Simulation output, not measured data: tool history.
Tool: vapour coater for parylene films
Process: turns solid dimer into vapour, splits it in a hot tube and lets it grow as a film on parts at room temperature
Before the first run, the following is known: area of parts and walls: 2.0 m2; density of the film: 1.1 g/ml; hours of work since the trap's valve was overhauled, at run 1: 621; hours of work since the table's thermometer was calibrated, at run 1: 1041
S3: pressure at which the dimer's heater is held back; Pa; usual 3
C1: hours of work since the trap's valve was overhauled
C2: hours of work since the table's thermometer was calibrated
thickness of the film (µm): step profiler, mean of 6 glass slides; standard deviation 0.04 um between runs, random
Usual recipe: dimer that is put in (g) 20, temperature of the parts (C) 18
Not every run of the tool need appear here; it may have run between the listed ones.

{"run": 1, "hour": 0.0, "dimer that is put in (g)": 20, "temperature of the parts (C)": 18, "S3": 3, "C1": 621, "C2": 1041, "thickness of the film (µm)": 5.4}
{"run": 2, "hour": 54.6, "dimer that is put in (g)": 20, "temperature of the parts (C)": 18, "S3": 3, "C1": 663, "C2": 1083, "thickness of the film (µm)": 5.43}
{"hour": 87.3, "done": "trap's valve overhauled"}
{"run": 3, "hour": 137.5, "dimer that is put in (g)": 20, "temperature of the parts (C)": 18, "S3": 3, "C1": 39, "C2": 1144, "thickness of the film (µm)": 6.07}
{"run": 4, "hour": 209.2, "dimer that is put in (g)": 20, "temperature of the parts (C)": 18, "S3": 6.32, "C1": 95, "C2": 1200, "thickness of the film (µm)": 5.06}
{"run": 5, "hour": 283.1, "dimer that is put in (g)": 20, "temperature of the parts (C)": 18, "S3": 6.32, "C1": 152, "C2": 1257, "thickness of the film (µm)": 5.1}
{"run": 6, "hour": 366.5, "dimer that is put in (g)": 20, "temperature of the parts (C)": 18, "S3": 6.32, "C1": 217, "C2": 1322, "thickness of the film (µm)": 5.07}
{"run": 7, "hour": 426.0, "dimer that is put in (g)": 20, "temperature of the parts (C)": 18, "S3": 3, "C1": 263, "C2": 1368, "thickness of the film (µm)": 5.85}
{"run": 8, "hour": 489.7, "dimer that is put in (g)": 20, "temperature of the parts (C)": 18, "S3": 3, "C1": 312, "C2": 1418, "thickness of the film (µm)": 5.84}
{"run": 9, "hour": 551.0, "dimer that is put in (g)": 20, "temperature of the parts (C)": 18, "S3": 3, "C1": 360, "C2": 1465, "thickness of the film (µm)": 5.79}
{"run": 10, "hour": 608.2, "dimer that is put in (g)": 20, "temperature of the parts (C)": 19, "S3": 3, "C1": 404, "C2": 1510, "thickness of the film (µm)": 5.54}
{"run": 11, "hour": 659.3, "dimer that is put in (g)": 9, "temperature of the parts (C)": 19, "S3": 8.11, "C1": 444, "C2": 1549, "thickness of the film (µm)": 2}
{"run": 12, "hour": 706.9, "dimer that is put in (g)": 9, "temperature of the parts (C)": 11, "S3": 8.11, "C1": 481, "C2": 1586, "thickness of the film (µm)": 2.86}
{"run": 13, "hour": 776.8, "dimer that is put in (g)": 24, "temperature of the parts (C)": 16, "S3": 3.44, "C1": 535, "C2": 1641, "thickness of the film (µm)": 7.16}
{"run": 14, "hour": 854.3, "dimer that is put in (g)": 8, "temperature of the parts (C)": 18, "S3": 9.82, "C1": 595, "C2": 1701, "thickness of the film (µm)": 1.72}
{"run": 15, "hour": 905.4, "dimer that is put in (g)": 10, "temperature of the parts (C)": 13, "S3": 7.85, "C1": 635, "C2": 1740, "thickness of the film (µm)": 2.84}
{"hour": 975.8, "done": "trap's valve overhauled"}
{"run": 16, "hour": 980.3, "dimer that is put in (g)": 10, "temperature of the parts (C)": 13, "S3": 7.85, "C1": 3, "C2": 1795, "thickness of the film (µm)": 3.11}
{"run": 17, "hour": 1043.9, "dimer that is put in (g)": 10, "temperature of the parts (C)": 13, "S3": 7.85, "C1": 53, "C2": 1845, "thickness of the film (µm)": 3.12}
{"run": 18, "hour": 1098.0, "dimer that is put in (g)": 10, "temperature of the parts (C)": 13, "S3": 7.85, "C1": 95, "C2": 1887, "thickness of the film (µm)": 3.13}
{"run": 19, "hour": 1142.9, "dimer that is put in (g)": 10, "temperature of the parts (C)": 29, "S3": 4.22, "C1": 130, "C2": 1921, "thickness of the film (µm)": 1.7}

Forecast each of these 3 alternatives for the next run:
{"run": "A", "hour": 1186.0, "dimer that is put in (g)": 20, "temperature of the parts (C)": 13, "S3": 3, "C1": 163, "C2": 1955, "thickness of the film (µm)": "?"}
{"run": "B", "hour": 1186.0, "dimer that is put in (g)": 16, "temperature of the parts (C)": 29, "S3": 5.12, "C1": 163, "C2": 1955, "thickness of the film (µm)": "?"}
{"run": "C", "hour": 1186.0, "dimer that is put in (g)": 20, "temperature of the parts (C)": 18, "S3": 2.88, "C1": 163, "C2": 1955, "thickness of the film (µm)": "?"}

run=A thickness_of_the_film_(µm)=7.58
run=B thickness_of_the_film_(µm)=2.58
run=C thickness_of_the_film_(µm)=6.14
The same runs, with their run-to-run variation unchanged, on a tool lacking any hidden condition would have given:
run=A thickness_of_the_film_(µm)=7.41
run=B thickness_of_the_film_(µm)=2.53
run=C thickness_of_the_film_(µm)=6.01

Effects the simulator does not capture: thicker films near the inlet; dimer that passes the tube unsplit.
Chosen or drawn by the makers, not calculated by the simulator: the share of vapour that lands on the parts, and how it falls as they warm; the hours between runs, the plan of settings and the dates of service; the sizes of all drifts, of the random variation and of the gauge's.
